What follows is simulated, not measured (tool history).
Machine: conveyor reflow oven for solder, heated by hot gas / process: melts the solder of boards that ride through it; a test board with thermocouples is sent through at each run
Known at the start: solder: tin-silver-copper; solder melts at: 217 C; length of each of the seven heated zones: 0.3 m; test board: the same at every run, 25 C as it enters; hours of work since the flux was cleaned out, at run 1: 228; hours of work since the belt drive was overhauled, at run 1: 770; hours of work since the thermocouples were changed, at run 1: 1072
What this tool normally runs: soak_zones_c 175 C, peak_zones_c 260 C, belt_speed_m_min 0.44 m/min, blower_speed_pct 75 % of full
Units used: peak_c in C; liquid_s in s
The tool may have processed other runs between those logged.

| run | day | soak_zones_c | peak_zones_c | belt_speed_m_min | blower_speed_pct | hours of work since the flux was cleaned out | hours of work since the belt drive was overhauled | hours of work since the thermocouples were changed | peak_c | liquid_s |
|---|---|---|---|---|---|---|---|---|---|---|
| 1 | 0 | 175 | 260 | 0.44 | 75 | 228 | 770 | 1072 | 246.7 | 58.4 |
| 2 | 1.279 | 175 | 260 | 0.44 | 75 | 244 | 786 | 1089 | 246.8 | 57.2 |
| 3 | 3.108 | 163 | 260 | 0.44 | 75 | 267 | 809 | 1112 | 243.5 | 50.5 |
| 4 | 4.692 | 175 | 256 | 0.44 | 75 | 287 | 829 | 1132 | 243.7 | 54.8 |
|  | 5.571 | flux residue cleaned out of gas plates and filters |
| 5 | 6.638 | 175 | 256 | 0.44 | 75 | 13 | 850 | 1153 | 245.4 | 57 |
| 6 | 7.942 | 175 | 256 | 0.44 | 75 | 30 | 867 | 1170 | 246.1 | 57.7 |
| 7 | 8.971 | 175 | 260 | 0.44 | 69 | 43 | 880 | 1183 | 248.6 | 59.3 |
| 8 | 10.558 | 179 | 260 | 0.44 | 75 | 63 | 900 | 1203 | 250.2 | 62.4 |
| 9 | 12.55 | 179 | 260 | 0.44 | 75 | 88 | 925 | 1228 | 249.8 | 64 |
| 10 | 14.546 | 179 | 260 | 0.511 | 75 | 113 | 950 | 1253 | 244.3 | 48.7 |
| 11 | 16.092 | 175 | 260 | 0.44 | 58 | 133 | 970 | 1273 | 245.3 | 53.3 |
|  | 16.625 | thermocouples of zones 6 and 7 changed |
| 12 | 17.304 | 175 | 260 | 0.44 | 58 | 147 | 984 | 9 | 240.7 | 49.7 |
| 13 | 18.354 | 175 | 261 | 0.44 | 75 | 160 | 997 | 22 | 245.3 | 55.9 |
| 14 | 19.683 | 175 | 260 | 0.44 | 75 | 177 | 1014 | 39 | 244.4 | 55.7 |
| 15 | 20.675 | 175 | 260 | 0.44 | 75 | 189 | 1026 | 51 | 244.1 | 55.6 |
| 16 | 22.008 | 181 | 260 | 0.44 | 65 | 206 | 1043 | 68 | 243.2 | 56 |
| 17 | 23.862 | 175 | 267 | 0.44 | 75 | 229 | 1066 | 91 | 249.4 | 59.8 |
|  | 24.175 | belt drive overhauled, speed set with a stopwatch |
| 18 | 25.462 | 175 | 271 | 0.44 | 55 | 247 | 16 | 109 | 248 | 57.6 |
| 19 | 26.792 | 163 | 248 | 0.397 | 55 | 264 | 33 | 126 | 230.2 | 36.8 |
|  | 28.629 | belt drive overhauled, speed set with a stopwatch, once more |
| 20 | 28.742 | 163 | 248 | 0.397 | 55 | 287 | 1 | 148 | 228.4 | 32.2 |
|  | 29.688 | flux residue cleaned out of gas plates and filters |
| 21 | 30.075 | 160 | 248 | 0.397 | 69 | 5 | 16 | 163 | 235.1 | 42.2 |
| 22 | 31.475 | 160 | 248 | 0.397 | 69 | 23 | 33 | 180 | 235.1 | 41.5 |
| 23 | 33.542 | 174 | 252 | 0.44 | 64 | 49 | 59 | 206 | 235.3 | 43.6 |
| 24 | 35.304 | 175 | 260 | 0.381 | 75 | 71 | 81 | 229 | 248.5 | 69.7 |
| 25 | 36.962 | 187 | 260 | 0.381 | 75 | 92 | 102 | 249 | 250.5 | 77.2 |
| 26 | 38.688 | 176 | 256 | 0.44 | 69 | 113 | 124 | 271 | 240.6 | 49.9 |
| 27 | 39.962 | 186 | 256 | 0.389 | 69 | 129 | 140 | 287 | 245.8 | 70.4 |
| 28 | 41.512 | 186 | 256 | 0.389 | 69 | 149 | 160 | 307 | 245.7 | 69.1 |
| 29 | 42.808 | 186 | 275 | 0.389 | 85 | 165 | 176 | 323 | 264.1 | 83.5 |

Hidden state or all else? Some run-to-run changes of peak_c, split into what the settings, what came in and random variation would give without the hidden state, and what is left for the hidden state (with any gauge scatter that isn't in both results):
The tool's hidden condition here consists of: heat that the gas passes to the board, % of a clean oven's; belt's true speed, % of the reading; true gas temperature in zones 6 and 7 over the reading, C; drift of the gauge itself on peak_c, C; drift of the gauge itself on liquid_s, %.
Run 4 -> 5: flux residue cleaned out of gas plates and filters. peak_c +1.7 C: hidden state +2.6, all else -0.9.
Run 11 -> 12: thermocouples of zones 6 and 7 changed. peak_c -4.6 C: hidden state -4.1, all else -0.5.
Run 18 -> 19: soak_zones_c 175 -> 163, peak_zones_c 271 -> 248, belt_speed_m_min 0.44 -> 0.397. peak_c -17.8 C: hidden state +0.2, all else -18.
Run 28 -> 29: peak_zones_c 256 -> 275, blower_speed_pct 69 -> 85. peak_c +18.4 C: hidden state -0.2, all else +18.6.
